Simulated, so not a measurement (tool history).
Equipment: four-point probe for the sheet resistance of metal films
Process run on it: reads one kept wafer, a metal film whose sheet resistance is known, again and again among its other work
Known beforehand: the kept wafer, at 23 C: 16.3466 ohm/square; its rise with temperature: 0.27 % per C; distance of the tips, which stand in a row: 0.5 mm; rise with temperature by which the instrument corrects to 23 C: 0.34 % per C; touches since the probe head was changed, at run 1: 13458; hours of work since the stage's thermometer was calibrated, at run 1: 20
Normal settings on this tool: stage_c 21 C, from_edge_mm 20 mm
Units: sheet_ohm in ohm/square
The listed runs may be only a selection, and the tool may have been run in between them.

run	day	stage_c	from_edge_mm	touches since the probe head was changed	hours of work since the stage's thermometer was calibrated	sheet_ohm
1	0.000	21	20	13458	20	16.382307
2	1.567	34	20	14139	44	16.223966
3	3.067	34	20	14790	67	16.222207
4	4.608	21	5	15458	91	16.459299
5	6.900	21	5	16452	126	16.457147
6	8.354	18	20	17084	148	16.418657
7	11.296	18	20	18362	193	16.406452
8	13.142	18	3	19162	221	16.649366
9	14.708	18	3	19843	245	16.654511
10	17.433	18	3	21024	287	16.654783
11	20.696	18	20	22441	337	16.416424
12	22.525	22	20	23236	365	16.367610
13	24.433	22	20	24064	394	16.365793
14	26.171	22	20	24817	421	16.361292
15	29.092	22	20	26086	465	16.365775
16	32.042	22	20	27366	510	16.365151
17	33.904	22	20	28175	539	16.366049
18	35.429	22	20	28836	562	16.366601
19	37.775	21	20	29855	598	16.375570
20	39.571	21	20	30633	626	16.372269
21	41.400	23	20	31428	654	16.351723
22	43.971	23	20	32545	693	16.355853
23	45.896	23	20	33380	722	16.352775
24	49.158	23	20	34796	772	16.343956
25	50.600	23	18	35421	794	16.360092
26	52.567	23	18	36275	825	16.356091
27	55.329	29	8	37474	867	16.308624
28	57.450	29	8	38394	899	16.306430
29	59.350	20	8	39219	928	16.424121

Run 30 is up next; what results do you expect?
30	60.833	21	7	39864	951	?

sheet_ohm: 16.419721 ohm/square
Minus the tool's unlogged condition, the same run would have read sheet_ohm 16.418986 ohm/square.
